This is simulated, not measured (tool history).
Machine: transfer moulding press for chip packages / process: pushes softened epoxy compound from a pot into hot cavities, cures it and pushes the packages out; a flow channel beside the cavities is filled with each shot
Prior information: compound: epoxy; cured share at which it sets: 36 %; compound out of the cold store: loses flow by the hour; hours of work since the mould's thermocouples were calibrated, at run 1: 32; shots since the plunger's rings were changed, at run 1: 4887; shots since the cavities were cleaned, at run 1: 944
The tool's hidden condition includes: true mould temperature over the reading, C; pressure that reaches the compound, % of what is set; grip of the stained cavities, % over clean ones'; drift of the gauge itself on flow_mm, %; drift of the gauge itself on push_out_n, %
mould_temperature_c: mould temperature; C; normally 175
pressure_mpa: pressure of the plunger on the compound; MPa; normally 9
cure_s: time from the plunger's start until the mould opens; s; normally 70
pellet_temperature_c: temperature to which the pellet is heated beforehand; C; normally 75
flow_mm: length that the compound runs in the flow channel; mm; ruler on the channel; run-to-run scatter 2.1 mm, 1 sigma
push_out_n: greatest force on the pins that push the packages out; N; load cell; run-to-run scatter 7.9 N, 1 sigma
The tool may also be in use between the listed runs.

| run | hour | mould_temperature_c | pressure_mpa | cure_s | pellet_temperature_c | hours of work since the mould's thermocouples were calibrated | shots since the plunger's rings were changed | shots since the cavities were cleaned | incoming compound's hours out of the cold store | flow_mm | push_out_n |
|---|---|---|---|---|---|---|---|---|---|---|---|
| 1 | 0 | 175 | 9 | 70 | 75 | 32 | 4887 | 944 | 48 | 564 | 652 |
| 2 | 8.2 | 175 | 9 | 70 | 75 | 36 | 4968 | 1025 | 40.9 | 586 | 632 |
|  | 20.3 | cavities cleaned with cleaning compound and waxed |
| 3 | 23.8 | 175 | 8.72 | 70 | 75 | 43 | 5107 | 34 | 47.3 | 557 | 354 |
| 4 | 38.6 | 175 | 8.72 | 70 | 75 | 49 | 5253 | 180 | 44.4 | 563 | 423 |
| 5 | 46.5 | 175 | 8.72 | 70 | 75 | 53 | 5330 | 257 | 26.5 | 609 | 488 |
| 6 | 54.9 | 175 | 8.72 | 70 | 75 | 57 | 5413 | 340 | 22.8 | 617 | 521 |
| 7 | 64 | 175 | 8.72 | 79 | 75 | 61 | 5504 | 431 | 14.4 | 640 | 448 |
| 8 | 70.6 | 175 | 8.72 | 79 | 75 | 64 | 5569 | 496 | 47.2 | 557 | 469 |
| 9 | 82.8 | 175 | 8.72 | 79 | 75 | 69 | 5688 | 615 | 30.1 | 599 | 499 |
| 10 | 96.6 | 175 | 9.18 | 70 | 74 | 76 | 5825 | 752 | 16.5 | 649 | 638 |
| 11 | 105 | 175 | 9 | 107 | 75 | 79 | 5907 | 834 | 38.4 | 584 | 469 |
| 12 | 114.7 | 171 | 6.93 | 70 | 75 | 84 | 6003 | 930 | 40.7 | 515 | 806 |
| 13 | 124.1 | 175 | 8.49 | 92 | 75 | 88 | 6096 | 1023 | 35.2 | 577 | 516 |
|  | 136.2 | cavities cleaned with cleaning compound and waxed |
| 14 | 137.6 | 170 | 10.61 | 64 | 75 | 93 | 6214 | 14 | 40.1 | 637 | 573 |
|  | 147.2 | plunger's sealing rings changed |
| 15 | 147.3 | 176 | 9.61 | 98 | 79 | 97 | 1 | 85 | 40.4 | 631 | 302 |
| 16 | 154.9 | 175 | 9 | 59 | 75 | 100 | 76 | 160 | 43.5 | 601 | 612 |
| 17 | 165.9 | 181 | 9.07 | 59 | 78 | 105 | 184 | 268 | 47.5 | 584 | 482 |
| 18 | 176.9 | 175 | 10.11 | 64 | 75 | 110 | 293 | 377 | 43.3 | 641 | 614 |

Alternative continuations, all from the tool just after run 18; predict every row:
| A | 184.5 | 175 | 9 | 71 | 75 | 113 | 367 | 451 | 14 | ? | ? |
| B | 184.5 | 182 | 9.33 | 64 | 72 | 113 | 367 | 451 | 30.7 | ? | ? |
| C | 184.5 | 183 | 10.11 | 71 | 67 | 113 | 367 | 451 | 23.3 | ? | ? |

| run | flow_mm | push_out_n |
|---|---|---|
| A | 681 | 537 |
| B | 629 | 470 |
| C | 678 | 416 |
Stripped of hidden state, with their random variation kept, the same runs would have yielded:
| run | flow_mm | push_out_n |
|---|---|---|
| A | 685 | 338 |
| B | 632 | 297 |
| C | 681 | 262 |
